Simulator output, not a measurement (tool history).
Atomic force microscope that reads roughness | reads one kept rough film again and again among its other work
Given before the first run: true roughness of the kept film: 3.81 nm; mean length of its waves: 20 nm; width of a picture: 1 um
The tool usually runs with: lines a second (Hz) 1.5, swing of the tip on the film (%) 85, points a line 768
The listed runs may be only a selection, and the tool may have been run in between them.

| run | hour | lines a second (Hz) | swing of the tip on the film (%) | points a line | roughness of the kept film (nm (root mean square)) |
|---|---|---|---|---|---|
| 1 | 0 | 1.5 | 85 | 768 | 2.674 |
| 2 | 54.3 | 1.5 | 85 | 768 | 2.679 |
| 3 | 81 | 1.43 | 85 | 768 | 2.705 |
| 4 | 121.1 | 1.43 | 85 | 768 | 2.686 |
| 5 | 148.7 | 1.5 | 85 | 768 | 2.681 |
| 6 | 184.6 | 1.5 | 85 | 768 | 2.663 |
|  | 187.6 | new tip fitted |
| 7 | 227 | 0.6 | 85 | 768 | 2.855 |
| 8 | 276.2 | 1.5 | 85 | 768 | 2.663 |
| 9 | 310.8 | 1.5 | 85 | 768 | 2.663 |
| 10 | 349.9 | 1.5 | 85 | 768 | 2.689 |
| 11 | 375.5 | 1.5 | 85 | 768 | 2.653 |
|  | 400.4 | new tip fitted |
| 12 | 429.5 | 1.29 | 89 | 524 | 2.64 |
| 13 | 461.2 | 1.29 | 89 | 524 | 2.645 |
| 14 | 513.6 | 1.29 | 60 | 524 | 2.909 |
| 15 | 545.4 | 1.29 | 60 | 524 | 2.904 |

The next listed run, before its measurement:
| 16 | 579.6 | 0.55 | 71 | 584 | ? |

{"run 16": {"roughness of the kept film (nm (root mean square))": 2.941}}
On a tool with no hidden condition, and with the same random variation, this run would have come out at roughness of the kept film (nm (root mean square)) 2.948.
